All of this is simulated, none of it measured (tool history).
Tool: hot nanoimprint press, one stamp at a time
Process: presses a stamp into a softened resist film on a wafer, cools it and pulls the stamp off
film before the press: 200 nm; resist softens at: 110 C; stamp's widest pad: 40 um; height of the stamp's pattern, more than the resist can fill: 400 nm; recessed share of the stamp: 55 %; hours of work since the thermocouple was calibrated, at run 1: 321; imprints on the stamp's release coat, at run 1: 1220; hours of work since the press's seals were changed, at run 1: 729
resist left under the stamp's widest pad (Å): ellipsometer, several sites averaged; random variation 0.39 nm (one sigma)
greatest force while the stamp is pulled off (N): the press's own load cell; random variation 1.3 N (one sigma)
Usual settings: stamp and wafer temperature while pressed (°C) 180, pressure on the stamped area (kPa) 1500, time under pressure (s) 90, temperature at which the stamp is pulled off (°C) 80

run	hour	stamp and wafer temperature while pressed (°C)	pressure on the stamped area (kPa)	time under pressure (s)	temperature at which the stamp is pulled off (°C)	hours of work since the thermocouple was calibrated	imprints on the stamp's release coat	hours of work since the press's seals were changed	resist left under the stamp's widest pad (Å)	greatest force while the stamp is pulled off (N)
1	0.0	180	1500	90	80	321	1220	729	993	138
2	22.1	180	1500	90	80	337	1310	746	996	136
# hour 55.0: stamp cleaned and given a new release coat
3	56.5	180	940	90	80	359	6	767	1196	114
4	75.2	180	1500	90	73	373	82	781	988	119
5	100.5	190	1500	90	73	392	185	800	602	121
6	128.4	190	1500	90	73	413	299	822	609	124
# hour 145.9: plate thermocouple calibrated
7	164.8	190	1500	90	73	14	434	847	647	128
8	198.9	190	1500	90	73	40	573	873	654	129
9	227.7	190	1500	90	73	62	690	894	642	131
# hour 259.6: press's hydraulic seals changed and the load cell set to zero
10	271.4	190	1500	90	78	89	834	9	618	131
11	301.1	178	1500	70	80	112	955	31	1195	133
12	321.7	180	1500	55	83	127	1039	47	1173	131
13	354.7	180	1500	156	88	152	1173	72	819	129
14	372.2	180	2200	90	76	165	1244	85	827	141
15	395.1	180	2200	90	76	183	1337	103	824	139
16	412.1	180	2200	90	76	196	1406	115	829	141
# hour 421.0: stamp cleaned and given a new release coat
17	447.6	180	1500	156	80	218	108	138	814	117
18	468.1	180	1500	156	80	233	191	153	811	117
19	485.8	187	1500	119	82	247	263	167	621	115

Forecast each of these 3 alternatives for the next run:
A	519.4	179	950	119	82	272	399	192	?	?
B	519.4	192	1500	96	70	272	399	192	?	?
C	519.4	177	2240	119	87	272	399	192	?	?

run	resist left under the stamp's widest pad (Å)	greatest force while the stamp is pulled off (N)
A	1148	120
B	531	128
C	855	116
Without the tool's hidden state the same runs would have given:
run	resist left under the stamp's widest pad (Å)	greatest force while the stamp is pulled off (N)
A	1207	114
B	559	121
C	904	110
